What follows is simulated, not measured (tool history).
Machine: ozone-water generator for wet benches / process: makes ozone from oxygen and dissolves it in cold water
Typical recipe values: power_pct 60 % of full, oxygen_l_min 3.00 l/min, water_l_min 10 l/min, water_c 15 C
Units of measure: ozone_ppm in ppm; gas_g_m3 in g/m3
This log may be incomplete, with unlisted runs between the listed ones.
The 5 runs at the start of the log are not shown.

run,hour,power_pct,oxygen_l_min,water_l_min,water_c,hours of work since the electrodes were changed,hours of work since the contactor was cleaned,hours of work since the thermometer was calibrated,ozone_ppm,gas_g_m3
6,333.1,60,3.00,10,15,590,4265,2597,19.0,177.0
7,426.5,60,3.00,10,15,664,4338,2670,18.8,176.3
8,489.2,60,3.00,10,15,713,4388,2719,19.0,176.8
9,554.0,60,3.00,10,15,764,4438,2770,18.6,176.4
10,606.4,60,3.00,10,15,805,4480,2811,19.0,176.7
11,695.8,60,3.00,10,15,875,4550,2882,18.9,176.0
12,796.2,52,3.00,10,15,954,4629,2960,17.4,163.4
13,885.7,60,3.00,10,15,1024,4699,3031,18.8,177.3
14,950.1,60,3.00,10,15,1075,4749,3081,18.9,176.4
15,1015.3,60,3.00,10,15,1126,4801,3132,19.0,176.5
16,1112.1,60,1.70,10,15,1202,4877,3208,18.9,250.1
17,1167.2,60,1.70,10,15,1245,4920,3252,19.0,249.3
18,1238.3,60,3.00,10,18,1301,4976,3307,17.8,175.1
19,1331.5,51,2.99,7,19,1374,5049,3381,20.8,160.1
20,1379.5,51,2.99,7,19,1412,5087,3418,20.6,161.8
21,1427.2,51,2.99,7,19,1449,5124,3456,20.8,159.8

Estimate the outcome of run 22 from the log above:
22,1471.0,54,4.64,7,19,1484,5158,3490,?,?

{"run 22": {"ozone_ppm": 19.1, "gas_g_m3": 126.8}}
Without the tool's hidden state the same run would have given ozone_ppm 20.3 ppm, gas_g_m3 128.3 g/m3.
